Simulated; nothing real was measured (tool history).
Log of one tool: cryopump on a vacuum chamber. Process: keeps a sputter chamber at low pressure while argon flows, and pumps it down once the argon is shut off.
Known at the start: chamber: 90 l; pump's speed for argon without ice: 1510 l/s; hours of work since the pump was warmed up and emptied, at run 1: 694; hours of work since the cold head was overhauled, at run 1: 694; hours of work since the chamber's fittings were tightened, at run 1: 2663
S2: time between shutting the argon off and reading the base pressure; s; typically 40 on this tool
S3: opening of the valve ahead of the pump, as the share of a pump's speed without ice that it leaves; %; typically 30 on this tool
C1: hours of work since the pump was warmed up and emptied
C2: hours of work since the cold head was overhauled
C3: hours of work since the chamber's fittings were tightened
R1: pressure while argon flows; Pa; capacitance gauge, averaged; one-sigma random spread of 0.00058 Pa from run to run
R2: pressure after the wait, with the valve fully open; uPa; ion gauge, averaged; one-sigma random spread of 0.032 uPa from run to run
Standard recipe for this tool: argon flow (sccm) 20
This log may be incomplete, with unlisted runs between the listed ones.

Run 1, hour 0.0: usual settings; C1 694; C2 694; C3 2663. Result: R1 0.0791 Pa, R2 2.94 uPa.
Run 2, hour 29.8: usual settings; C1 714; C2 714; C3 2683. Result: R1 0.0797 Pa, R2 2.88 uPa.
Run 3, hour 45.5: usual settings; C1 724; C2 724; C3 2694. Result: R1 0.0801 Pa, R2 2.94 uPa.
At hour 52.2: pump warmed up, emptied and cooled again.
Run 4, hour 72.0: usual settings but S2 89 s; C1 13; C2 739; C3 2708. Result: R1 0.0746 Pa, R2 1.83 uPa.
Run 5, hour 92.5: usual settings; C1 27; C2 752; C3 2722. Result: R1 0.0758 Pa, R2 2.73 uPa.
Run 6, hour 120.0: usual settings; C1 45; C2 771; C3 2740. Result: R1 0.0762 Pa, R2 2.73 uPa.
Run 7, hour 140.0: usual settings but S3 26 %; C1 59; C2 784; C3 2754. Result: R1 0.0863 Pa, R2 2.70 uPa.
Run 8, hour 153.9: usual settings but S3 25 %; C1 68; C2 793; C3 2763. Result: R1 0.0905 Pa, R2 2.75 uPa.
Run 9, hour 181.3: usual settings but argon flow (sccm) 22, S2 58 s, S3 38 %; C1 86; C2 812; C3 2781. Result: R1 0.0657 Pa, R2 2.33 uPa.
Run 10, hour 206.4: usual settings but argon flow (sccm) 22, S2 58 s, S3 38 %; C1 103; C2 828; C3 2798. Result: R1 0.0654 Pa, R2 2.33 uPa.
Run 11, hour 231.8: usual settings but argon flow (sccm) 24, S2 44 s, S3 22 %; C1 120; C2 845; C3 2815. Result: R1 0.1250 Pa, R2 2.60 uPa.
Run 12, hour 260.8: usual settings but argon flow (sccm) 24, S2 44 s, S3 22 %; C1 139; C2 865; C3 2834. Result: R1 0.1223 Pa, R2 2.68 uPa.
Run 13, hour 286.8: usual settings but argon flow (sccm) 9, S2 25 s; C1 157; C2 882; C3 2852. Result: R1 0.0338 Pa, R2 3.60 uPa.

Run 14 has not been measured yet. What should we expect?
Run 14, hour 303.8: usual settings but S2 67 s; C1 168; C2 894; C3 2863. Result: R1 ?, R2 ?.

R1: 0.0753 Pa
R2: 2.19 uPa
With the hidden condition absent and the run-to-run variation left alone, this run would have shown R1 0.0739 Pa, R2 1.05 uPa.

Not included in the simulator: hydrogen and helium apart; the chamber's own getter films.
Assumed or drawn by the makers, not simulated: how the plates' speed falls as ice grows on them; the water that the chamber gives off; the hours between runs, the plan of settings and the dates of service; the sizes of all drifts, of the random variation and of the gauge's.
